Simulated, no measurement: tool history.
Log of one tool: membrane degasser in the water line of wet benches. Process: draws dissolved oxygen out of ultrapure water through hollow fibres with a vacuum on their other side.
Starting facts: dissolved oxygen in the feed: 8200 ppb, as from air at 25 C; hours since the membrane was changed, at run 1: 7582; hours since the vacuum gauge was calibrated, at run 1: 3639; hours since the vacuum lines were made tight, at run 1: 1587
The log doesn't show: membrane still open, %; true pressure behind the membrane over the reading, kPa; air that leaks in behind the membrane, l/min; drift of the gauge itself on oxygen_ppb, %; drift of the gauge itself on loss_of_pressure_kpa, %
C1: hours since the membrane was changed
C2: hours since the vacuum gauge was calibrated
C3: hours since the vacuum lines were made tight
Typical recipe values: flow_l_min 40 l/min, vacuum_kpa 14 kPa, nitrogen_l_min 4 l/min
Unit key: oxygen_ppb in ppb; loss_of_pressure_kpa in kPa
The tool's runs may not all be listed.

{"run": 1, "hour": 0.0, "flow_l_min": 40, "vacuum_kpa": 14, "nitrogen_l_min": 4, "C1": 7582, "C2": 3639, "C3": 1587, "oxygen_ppb": 268.5, "loss_of_pressure_kpa": 49.22}
{"run": 2, "hour": 222.0, "flow_l_min": 40, "vacuum_kpa": 14, "nitrogen_l_min": 4, "C1": 7804, "C2": 3861, "C3": 1809, "oxygen_ppb": 267, "loss_of_pressure_kpa": 49.09}
{"run": 3, "hour": 407.9, "flow_l_min": 32, "vacuum_kpa": 14, "nitrogen_l_min": 4, "C1": 7990, "C2": 4047, "C3": 1995, "oxygen_ppb": 210.8, "loss_of_pressure_kpa": 39.63}
{"run": 4, "hour": 642.3, "flow_l_min": 32, "vacuum_kpa": 9.6, "nitrogen_l_min": 4, "C1": 8224, "C2": 4281, "C3": 2230, "oxygen_ppb": 127.2, "loss_of_pressure_kpa": 39.14}
{"run": 5, "hour": 878.8, "flow_l_min": 32, "vacuum_kpa": 13.8, "nitrogen_l_min": 4, "C1": 8460, "C2": 4518, "C3": 2466, "oxygen_ppb": 206.3, "loss_of_pressure_kpa": 39.38}
{"run": 6, "hour": 1077.3, "flow_l_min": 32, "vacuum_kpa": 13.8, "nitrogen_l_min": 3.47, "C1": 8659, "C2": 4716, "C3": 2665, "oxygen_ppb": 230.5, "loss_of_pressure_kpa": 39.4}
{"run": 7, "hour": 1266.6, "flow_l_min": 32, "vacuum_kpa": 13.8, "nitrogen_l_min": 3.47, "C1": 8848, "C2": 4906, "C3": 2854, "oxygen_ppb": 232.5, "loss_of_pressure_kpa": 39.44}
{"run": 8, "hour": 1450.6, "flow_l_min": 40, "vacuum_kpa": 27.6, "nitrogen_l_min": 4, "C1": 9032, "C2": 5090, "C3": 3038, "oxygen_ppb": 566.1, "loss_of_pressure_kpa": 49.16}
{"run": 9, "hour": 1569.3, "flow_l_min": 40, "vacuum_kpa": 27.6, "nitrogen_l_min": 4, "C1": 9151, "C2": 5208, "C3": 3157, "oxygen_ppb": 551, "loss_of_pressure_kpa": 49.34}
{"run": 10, "hour": 1763.5, "flow_l_min": 40, "vacuum_kpa": 27.6, "nitrogen_l_min": 4, "C1": 9345, "C2": 5402, "C3": 3351, "oxygen_ppb": 560.4, "loss_of_pressure_kpa": 49.07}
{"run": 11, "hour": 1993.1, "flow_l_min": 35, "vacuum_kpa": 14, "nitrogen_l_min": 4, "C1": 9575, "C2": 5632, "C3": 3581, "oxygen_ppb": 229.8, "loss_of_pressure_kpa": 43.45}
{"run": 12, "hour": 2124.1, "flow_l_min": 35, "vacuum_kpa": 14, "nitrogen_l_min": 4, "C1": 9706, "C2": 5763, "C3": 3712, "oxygen_ppb": 229.7, "loss_of_pressure_kpa": 43.03}
{"run": 13, "hour": 2281.1, "flow_l_min": 40, "vacuum_kpa": 14, "nitrogen_l_min": 7.16, "C1": 9863, "C2": 5920, "C3": 3869, "oxygen_ppb": 167.4, "loss_of_pressure_kpa": 49.3}
{"run": 14, "hour": 2381.3, "flow_l_min": 25, "vacuum_kpa": 14, "nitrogen_l_min": 4, "C1": 9963, "C2": 6020, "C3": 3969, "oxygen_ppb": 162.3, "loss_of_pressure_kpa": 30.58}
{"run": 15, "hour": 2605.2, "flow_l_min": 25, "vacuum_kpa": 14, "nitrogen_l_min": 4, "C1": 10187, "C2": 6244, "C3": 4193, "oxygen_ppb": 158.9, "loss_of_pressure_kpa": 30.58}
{"run": 16, "hour": 2732.4, "flow_l_min": 25, "vacuum_kpa": 15.2, "nitrogen_l_min": 5.05, "C1": 10314, "C2": 6371, "C3": 4320, "oxygen_ppb": 145.5, "loss_of_pressure_kpa": 30.64}
{"run": 17, "hour": 2896.5, "flow_l_min": 53, "vacuum_kpa": 14, "nitrogen_l_min": 8.5, "C1": 10478, "C2": 6535, "C3": 4484, "oxygen_ppb": 231.7, "loss_of_pressure_kpa": 65.12}
{"run": 18, "hour": 3111.5, "flow_l_min": 53, "vacuum_kpa": 25.9, "nitrogen_l_min": 8.82, "C1": 10693, "C2": 6751, "C3": 4699, "oxygen_ppb": 383.3, "loss_of_pressure_kpa": 65.12}
{"hour": 3132.1, "done": "seals of the vacuum lines changed"}
{"run": 19, "hour": 3275.8, "flow_l_min": 36, "vacuum_kpa": 11.9, "nitrogen_l_min": 6.29, "C1": 10856, "C2": 6913, "C3": 144, "oxygen_ppb": 131.9, "loss_of_pressure_kpa": 44.24}
{"run": 20, "hour": 3479.7, "flow_l_min": 40, "vacuum_kpa": 14, "nitrogen_l_min": 9.29, "C1": 11059, "C2": 7117, "C3": 348, "oxygen_ppb": 135.1, "loss_of_pressure_kpa": 49.06}
{"run": 21, "hour": 3585.2, "flow_l_min": 40, "vacuum_kpa": 14, "nitrogen_l_min": 1.66, "C1": 11165, "C2": 7222, "C3": 453, "oxygen_ppb": 557.5, "loss_of_pressure_kpa": 49.37}
{"run": 22, "hour": 3794.1, "flow_l_min": 26, "vacuum_kpa": 14, "nitrogen_l_min": 4, "C1": 11374, "C2": 7431, "C3": 662, "oxygen_ppb": 170.1, "loss_of_pressure_kpa": 32.04}
{"run": 23, "hour": 3933.7, "flow_l_min": 53, "vacuum_kpa": 14, "nitrogen_l_min": 6.22, "C1": 11513, "C2": 7571, "C3": 802, "oxygen_ppb": 281, "loss_of_pressure_kpa": 64.98}
{"run": 24, "hour": 4127.8, "flow_l_min": 59, "vacuum_kpa": 14, "nitrogen_l_min": 8.47, "C1": 11707, "C2": 7765, "C3": 996, "oxygen_ppb": 283.6, "loss_of_pressure_kpa": 72.55}
{"run": 25, "hour": 4315.5, "flow_l_min": 59, "vacuum_kpa": 14, "nitrogen_l_min": 8.47, "C1": 11895, "C2": 7953, "C3": 1183, "oxygen_ppb": 275.3, "loss_of_pressure_kpa": 72.45}

Run 26 has not been measured yet. What should we expect?
{"run": 26, "hour": 4508.0, "flow_l_min": 25, "vacuum_kpa": 22.9, "nitrogen_l_min": 7.97, "C1": 12088, "C2": 8145, "C3": 1376, "oxygen_ppb": "?", "loss_of_pressure_kpa": "?"}

oxygen_ppb: 152.5 ppb
loss_of_pressure_kpa: 30.44 kPa
Minus the tool's unlogged condition, the same run would have read oxygen_ppb 152.5 ppb, loss_of_pressure_kpa 30.4 kPa.
